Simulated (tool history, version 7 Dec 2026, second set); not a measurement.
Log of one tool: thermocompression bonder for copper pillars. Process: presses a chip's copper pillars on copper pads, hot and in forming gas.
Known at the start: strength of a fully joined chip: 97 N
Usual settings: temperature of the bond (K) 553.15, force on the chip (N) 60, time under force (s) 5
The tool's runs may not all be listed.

run,day,temperature of the bond (K),force on the chip (N),time under force (s),force that shears a chip off (N)
1,0.000,553.15,60,5,39.2
2,0.792,553.15,60,5,38.2
3,1.504,553.15,60,5,39.5
4,2.200,553.15,60,5,39.5
5,3.029,553.15,60,5,39.9
6,3.825,553.15,60,5,39.6
7,4.533,553.15,60,5,39.7
8,5.325,532.15,87,5,39.8
9,5.767,532.15,87,5,39.9
10,6.458,532.15,87,5,39.0
11,7.292,553.15,48,8,41.9
12,7.762,553.15,48,14,52.5
13,8.546,549.15,73,7,47.2
14,9.075,542.15,38,7,33.0

Forecast each of these 5 alternatives for the next run:
A,9.667,567.15,43,12,?
B,9.667,561.15,87,3,?
C,9.667,531.15,61,6,?
D,9.667,541.15,38,7,?
E,9.667,523.15,56,5,?

run,force that shears a chip off (N)
A,52.1
B,42.3
C,34.9
D,32.0
E,28.0
Without the tool's hidden state the same runs would have given:
run,force that shears a chip off (N)
A,52.3
B,42.5
C,35.1
D,32.2
E,28.2
